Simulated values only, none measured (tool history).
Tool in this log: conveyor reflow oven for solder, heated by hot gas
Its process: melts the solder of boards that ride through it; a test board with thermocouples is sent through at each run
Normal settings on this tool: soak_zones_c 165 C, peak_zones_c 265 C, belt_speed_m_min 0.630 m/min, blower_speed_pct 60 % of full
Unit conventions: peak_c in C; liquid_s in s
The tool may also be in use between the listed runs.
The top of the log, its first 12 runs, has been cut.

{"run": 13, "hour": 422.0, "soak_zones_c": 165, "peak_zones_c": 265, "belt_speed_m_min": 0.625, "blower_speed_pct": 62, "peak_c": 247.2, "liquid_s": 38.9}
{"hour": 429.7, "done": "flux residue cleaned out of gas plates and filters"}
{"run": 14, "hour": 466.7, "soak_zones_c": 165, "peak_zones_c": 265, "belt_speed_m_min": 0.625, "blower_speed_pct": 62, "peak_c": 247.3, "liquid_s": 38.5}
{"run": 15, "hour": 505.0, "soak_zones_c": 175, "peak_zones_c": 265, "belt_speed_m_min": 0.625, "blower_speed_pct": 62, "peak_c": 248.7, "liquid_s": 42.2}
{"run": 16, "hour": 529.0, "soak_zones_c": 175, "peak_zones_c": 265, "belt_speed_m_min": 0.625, "blower_speed_pct": 62, "peak_c": 248.0, "liquid_s": 42.2}
{"run": 17, "hour": 566.2, "soak_zones_c": 161, "peak_zones_c": 270, "belt_speed_m_min": 0.589, "blower_speed_pct": 80, "peak_c": 257.1, "liquid_s": 47.8}
{"hour": 587.8, "done": "flux residue cleaned out of gas plates and filters, once more"}
{"run": 18, "hour": 605.3, "soak_zones_c": 161, "peak_zones_c": 270, "belt_speed_m_min": 0.589, "blower_speed_pct": 80, "peak_c": 259.2, "liquid_s": 48.9}
{"run": 19, "hour": 632.7, "soak_zones_c": 161, "peak_zones_c": 270, "belt_speed_m_min": 0.589, "blower_speed_pct": 80, "peak_c": 259.1, "liquid_s": 48.7}
{"run": 20, "hour": 661.9, "soak_zones_c": 166, "peak_zones_c": 265, "belt_speed_m_min": 0.63, "blower_speed_pct": 62, "peak_c": 247.5, "liquid_s": 39.2}
{"run": 21, "hour": 693.5, "soak_zones_c": 162, "peak_zones_c": 269, "belt_speed_m_min": 0.63, "blower_speed_pct": 60, "peak_c": 249.4, "liquid_s": 39.5}
{"run": 22, "hour": 716.7, "soak_zones_c": 162, "peak_zones_c": 269, "belt_speed_m_min": 0.63, "blower_speed_pct": 51, "peak_c": 245.2, "liquid_s": 35.8}
{"run": 23, "hour": 739.4, "soak_zones_c": 151, "peak_zones_c": 265, "belt_speed_m_min": 0.531, "blower_speed_pct": 75, "peak_c": 254.4, "liquid_s": 49.9}
{"run": 24, "hour": 762.9, "soak_zones_c": 155, "peak_zones_c": 265, "belt_speed_m_min": 0.643, "blower_speed_pct": 69, "peak_c": 246.7, "liquid_s": 36.4}
{"run": 25, "hour": 790.2, "soak_zones_c": 155, "peak_zones_c": 265, "belt_speed_m_min": 0.558, "blower_speed_pct": 69, "peak_c": 251.9, "liquid_s": 46.1}
{"run": 26, "hour": 820.5, "soak_zones_c": 162, "peak_zones_c": 260, "belt_speed_m_min": 0.63, "blower_speed_pct": 50, "peak_c": 236.9, "liquid_s": 28.8}
{"run": 27, "hour": 854.7, "soak_zones_c": 162, "peak_zones_c": 260, "belt_speed_m_min": 0.63, "blower_speed_pct": 50, "peak_c": 236.5, "liquid_s": 28.6}
{"run": 28, "hour": 875.8, "soak_zones_c": 165, "peak_zones_c": 257, "belt_speed_m_min": 0.63, "blower_speed_pct": 60, "peak_c": 239.3, "liquid_s": 32.9}

Run 29 has not been measured yet. What should we expect?
{"run": 29, "hour": 917.2, "soak_zones_c": 165, "peak_zones_c": 271, "belt_speed_m_min": 0.537, "blower_speed_pct": 60, "peak_c": "?", "liquid_s": "?"}

{"run 29": {"peak_c": 256.3, "liquid_s": 52.6}}
With the hidden condition absent and the run-to-run variation left alone, this run would have shown peak_c 257.2 C, liquid_s 51.2 s.
